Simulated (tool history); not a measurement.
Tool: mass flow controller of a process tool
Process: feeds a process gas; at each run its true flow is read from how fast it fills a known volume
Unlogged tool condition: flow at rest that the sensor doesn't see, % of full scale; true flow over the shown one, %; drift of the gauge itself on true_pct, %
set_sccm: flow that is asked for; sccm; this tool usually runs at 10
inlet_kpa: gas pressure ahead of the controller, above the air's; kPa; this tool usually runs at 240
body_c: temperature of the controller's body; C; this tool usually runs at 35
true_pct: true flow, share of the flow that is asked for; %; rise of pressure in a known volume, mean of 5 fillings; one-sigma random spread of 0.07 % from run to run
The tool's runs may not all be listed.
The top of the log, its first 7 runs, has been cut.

run    hour  set_sccm  inlet_kpa  body_c  hours of work since the controller was set to zero  hours of work since the controller was changed  true_pct
  8  1043.1         4        240      35                                                1527                                            1527     98.31
  9  1222.6         4        240      35                                                1607                                            1607     98.13
 10  1403.3         4        240      35                                                1687                                            1687     98.21
 11  1569.9         4        240      35                                                1761                                            1761     97.93
 12  1679.0        10        240      33                                                1809                                            1809     98.31
 13  1805.2        10        240      33                                                1865                                            1865     98.35
 14  1995.7        10        240      33                                                1949                                            1949     98.28
 15  2202.5        10        240      33                                                2041                                            2041     98.10
 16  2321.9        10        240      33                                                2094                                            2094     98.14
 17  2462.7        10        194      33                                                2156                                            2156     97.72
 18  2677.2        10        240      35                                                2251                                            2251     97.74

Run 19 comes next. What will it give?
 19  2829.1        10        240      35                                                2319                                            2319         ?

true_pct: 97.63 %
Were there no unlogged condition in the tool, this run, its random variation unchanged, would have produced true_pct 98.98 %.

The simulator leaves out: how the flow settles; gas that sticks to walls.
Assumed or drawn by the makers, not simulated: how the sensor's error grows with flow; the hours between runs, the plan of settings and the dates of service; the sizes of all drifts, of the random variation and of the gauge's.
